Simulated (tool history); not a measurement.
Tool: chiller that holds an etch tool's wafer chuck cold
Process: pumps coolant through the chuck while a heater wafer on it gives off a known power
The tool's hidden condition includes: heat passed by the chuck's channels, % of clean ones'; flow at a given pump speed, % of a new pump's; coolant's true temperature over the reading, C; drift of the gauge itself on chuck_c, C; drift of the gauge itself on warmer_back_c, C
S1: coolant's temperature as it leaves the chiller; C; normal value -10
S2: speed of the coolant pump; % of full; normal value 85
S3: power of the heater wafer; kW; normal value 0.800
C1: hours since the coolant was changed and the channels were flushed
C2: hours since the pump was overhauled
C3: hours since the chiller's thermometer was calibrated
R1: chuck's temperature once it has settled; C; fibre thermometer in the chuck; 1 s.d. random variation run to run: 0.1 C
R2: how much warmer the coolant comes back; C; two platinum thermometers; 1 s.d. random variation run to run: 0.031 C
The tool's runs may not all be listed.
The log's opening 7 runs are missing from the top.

run	hour	S1	S2	S3	C1	C2	C3	R1	R2
8	455.2	-5	85	0.800	6674	1547	282	3.3	2.33
9	521.4	-5	85	0.800	6740	1614	348	3.2	2.35
10	593.4	-10	68	0.800	6812	1686	420	-0.6	2.89
11	637.2	-10	77	0.800	6855	1729	464	-1.1	2.60
12	693.3	-10	77	0.435	6912	1785	520	-5.2	1.37
13	735.5	-10	77	0.435	6954	1828	562	-5.3	1.41
14	814.9	-10	85	0.818	7033	1907	642	-1.6	2.41
15	859.3	-10	85	0.641	7078	1951	686	-3.3	1.93
16	910.6	-10	85	0.641	7129	2003	737	-3.3	1.85
17	965.8	-10	85	0.641	7184	2058	792	-3.5	1.84
18	1039.7	-20	83	0.996	7258	2132	866	-9.5	2.96
19	1121.6	-12	68	0.639	7340	2214	948	-4.5	2.23
20	1186.7	-12	68	0.639	7405	2279	1013	-4.4	2.35
21	1251.5	-9	72	0.653	7470	2344	1078	-1.7	2.27
22	1294.5	-9	72	0.653	7513	2387	1121	-1.7	2.22
23	1349.5	-8	85	1.098	7568	2442	1176	3.5	3.21
24	1436.3	-18	99	1.098	7655	2528	1263	-7.3	2.78
25	1514.1	-10	83	0.973	7732	2606	1341	0.2	2.93
26	1555.8	-10	83	0.973	7774	2648	1382	0.3	2.91
27	1611.2	-20	98	1.019	7830	2703	1438	-10.4	2.59
28	1690.3	-19	65	0.800	7909	2782	1517	-9.6	3.06
29	1741.7	-9	79	0.442	7960	2834	1568	-4.3	1.37
30	1788.9	-9	79	0.442	8007	2881	1616	-4.2	1.38
31	1825.2	-9	79	0.442	8043	2917	1652	-4.2	1.44
32	1876.0	-9	79	0.442	8094	2968	1703	-4.1	1.44

Below are 3 alternative next runs, each starting from the tool's condition after run 32. Predict each:
A	1926.9	-9	88	0.514	8145	3019	1754	?	?
B	1926.9	-4	70	0.963	8145	3019	1754	?	?
C	1926.9	-9	94	0.442	8145	3019	1754	?	?

run	R1	R2
A	-3.8	1.47
B	7.1	3.36
C	-4.7	1.21
With no hidden state in the tool, these same runs would have given:
run	R1	R2
A	-3.9	1.47
B	7.0	3.36
C	-4.7	1.21

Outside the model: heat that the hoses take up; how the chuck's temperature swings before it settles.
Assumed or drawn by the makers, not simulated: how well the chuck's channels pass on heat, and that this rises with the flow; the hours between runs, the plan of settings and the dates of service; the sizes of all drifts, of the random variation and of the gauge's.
